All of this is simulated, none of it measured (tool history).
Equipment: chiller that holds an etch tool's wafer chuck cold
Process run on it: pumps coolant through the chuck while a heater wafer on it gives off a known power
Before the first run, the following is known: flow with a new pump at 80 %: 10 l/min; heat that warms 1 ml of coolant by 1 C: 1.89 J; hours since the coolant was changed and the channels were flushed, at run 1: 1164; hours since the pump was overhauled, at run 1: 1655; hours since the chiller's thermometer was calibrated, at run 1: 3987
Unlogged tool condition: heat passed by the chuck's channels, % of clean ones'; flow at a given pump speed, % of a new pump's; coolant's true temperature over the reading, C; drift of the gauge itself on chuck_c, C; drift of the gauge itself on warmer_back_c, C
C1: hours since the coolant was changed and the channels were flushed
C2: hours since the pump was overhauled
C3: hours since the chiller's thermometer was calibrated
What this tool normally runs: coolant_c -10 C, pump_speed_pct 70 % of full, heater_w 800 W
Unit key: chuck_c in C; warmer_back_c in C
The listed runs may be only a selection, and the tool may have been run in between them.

Run 1, hour 0: usual settings; C1 1164; C2 1655; C3 3987. Result: chuck_c -3.29 C, warmer_back_c 3.01 C.
Run 2, hour 77: usual settings; C1 1241; C2 1732; C3 4064. Result: chuck_c -3.49 C, warmer_back_c 3.04 C.
Run 3, hour 164.5: usual settings; C1 1329; C2 1820; C3 4151. Result: chuck_c -3.49 C, warmer_back_c 3.09 C.
Run 4, hour 237.1: usual settings; C1 1401; C2 1892; C3 4224. Result: chuck_c -3.63 C, warmer_back_c 3.07 C.
Run 5, hour 313.3: usual settings but heater_w 643 W; C1 1478; C2 1968; C3 4300. Result: chuck_c -4.94 C, warmer_back_c 2.49 C.
Run 6, hour 389.9: usual settings but heater_w 643 W; C1 1554; C2 2045; C3 4376. Result: chuck_c -4.94 C, warmer_back_c 2.53 C.
Run 7, hour 447: usual settings; C1 1611; C2 2102; C3 4434. Result: chuck_c -3.41 C, warmer_back_c 3.07 C.
Run 8, hour 531.5: usual settings; C1 1696; C2 2187; C3 4518. Result: chuck_c -3.5 C, warmer_back_c 3.08 C.
Run 9, hour 582.7: usual settings; C1 1747; C2 2238; C3 4569. Result: chuck_c -3.71 C, warmer_back_c 3.12 C.
Run 10, hour 636: usual settings; C1 1800; C2 2291; C3 4623. Result: chuck_c -3.55 C, warmer_back_c 3.1 C.
Run 11, hour 708.6: usual settings; C1 1873; C2 2364; C3 4695. Result: chuck_c -3.49 C, warmer_back_c 3.11 C.
Run 12, hour 802.4: usual settings; C1 1967; C2 2457; C3 4789. Result: chuck_c -3.47 C, warmer_back_c 3.13 C.
Run 13, hour 846.2: usual settings; C1 2010; C2 2501; C3 4833. Result: chuck_c -3.41 C, warmer_back_c 3.11 C.
Run 14, hour 920.7: usual settings; C1 2085; C2 2576; C3 4907. Result: chuck_c -3.37 C, warmer_back_c 3.14 C.
Run 15, hour 1020.5: usual settings; C1 2185; C2 2676; C3 5007. Result: chuck_c -3.42 C, warmer_back_c 3.17 C.
At hour 1068.6: chiller's thermometer calibrated.
Run 16, hour 1072.4: usual settings; C1 2236; C2 2726; C3 4. Result: chuck_c -2.35 C, warmer_back_c 3.18 C.
Run 17, hour 1157: usual settings but heater_w 1047 W; C1 2320; C2 2811; C3 88. Result: chuck_c -0.35 C, warmer_back_c 4.13 C.
Run 18, hour 1246: usual settings but coolant_c -15 C, pump_speed_pct 68 % of full, heater_w 1009 W; C1 2409; C2 2900; C3 177. Result: chuck_c -5.51 C, warmer_back_c 4.12 C.
Run 19, hour 1321.6: usual settings but pump_speed_pct 61 % of full, heater_w 605 W; C1 2485; C2 2976; C3 253. Result: chuck_c -3.59 C, warmer_back_c 2.8 C.
Run 20, hour 1384.2: usual settings but pump_speed_pct 61 % of full, heater_w 605 W; C1 2547; C2 3038; C3 316. Result: chuck_c -3.75 C, warmer_back_c 2.71 C.
Run 21, hour 1478: usual settings but coolant_c -9 C, pump_speed_pct 63 % of full, heater_w 436 W; C1 2641; C2 3132; C3 409. Result: chuck_c -4.44 C, warmer_back_c 1.97 C.
Run 22, hour 1534.4: usual settings but coolant_c -9 C, pump_speed_pct 63 % of full, heater_w 436 W; C1 2698; C2 3188; C3 466. Result: chuck_c -4.68 C, warmer_back_c 1.93 C.
Run 23, hour 1595.9: usual settings but coolant_c -13 C, pump_speed_pct 83 % of full, heater_w 1196 W; C1 2759; C2 3250; C3 527. Result: chuck_c -3.01 C, warmer_back_c 4.02 C.
Run 24, hour 1641.8: usual settings but pump_speed_pct 76 % of full, heater_w 856 W; C1 2805; C2 3296; C3 573. Result: chuck_c -2.31 C, warmer_back_c 3.1 C.
Run 25, hour 1712.4: usual settings but pump_speed_pct 76 % of full, heater_w 856 W; C1 2876; C2 3366; C3 644. Result: chuck_c -2.37 C, warmer_back_c 3.11 C.
Run 26, hour 1797.6: usual settings but pump_speed_pct 76 % of full, heater_w 856 W; C1 2961; C2 3452; C3 729. Result: chuck_c -2.37 C, warmer_back_c 3.15 C.
Run 27, hour 1886.6: usual settings but pump_speed_pct 76 % of full, heater_w 856 W; C1 3050; C2 3541; C3 818. Result: chuck_c -2.69 C, warmer_back_c 3.18 C.
Run 28, hour 1968.1: usual settings but coolant_c -18 C, pump_speed_pct 62 % of full, heater_w 1114 W; C1 3131; C2 3622; C3 900. Result: chuck_c -6.29 C, warmer_back_c 5.06 C.
Run 29, hour 2066.6: usual settings but coolant_c -9 C, heater_w 920 W; C1 3230; C2 3721; C3 998. Result: chuck_c -0.35 C, warmer_back_c 3.73 C.
Run 30, hour 2145.5: usual settings but pump_speed_pct 64 % of full, heater_w 799 W; C1 3309; C2 3800; C3 1077. Result: chuck_c -1.99 C, warmer_back_c 3.51 C.
Run 31, hour 2242.7: usual settings but pump_speed_pct 64 % of full, heater_w 799 W; C1 3406; C2 3897; C3 1174. Result: chuck_c -1.88 C, warmer_back_c 3.59 C.
Run 32, hour 2314.8: usual settings but pump_speed_pct 64 % of full, heater_w 799 W; C1 3478; C2 3969; C3 1246. Result: chuck_c -1.66 C, warmer_back_c 3.65 C.

Some steps in chuck_c between neighbouring runs. How much of each would the tool show without its hidden state too (settings, what came in, random variation), and how much is left for the hidden state, with any gauge scatter that isn't in both results?
Run 15 -> 16: chiller's thermometer calibrated. chuck_c +1.07 C: hidden state +0.85, all else +0.22.
Run 17 -> 18: coolant_c -10 -> -15, pump_speed_pct 70 -> 68, heater_w 1047 -> 1009. chuck_c -5.16 C: hidden state +0.01, all else -5.17.
Run 22 -> 23: coolant_c -9 -> -13, pump_speed_pct 63 -> 83, heater_w 436 -> 1196. chuck_c +1.67 C: hidden state +0.61, all else +1.06.
Run 27 -> 28: coolant_c -10 -> -18, pump_speed_pct 76 -> 62, heater_w 856 -> 1114. chuck_c -3.6 C: hidden state +0.51, all else -4.11.
Run 28 -> 29: coolant_c -18 -> -9, pump_speed_pct 62 -> 70, heater_w 1114 -> 920. chuck_c +5.94 C: hidden state -0.34, all else +6.28.
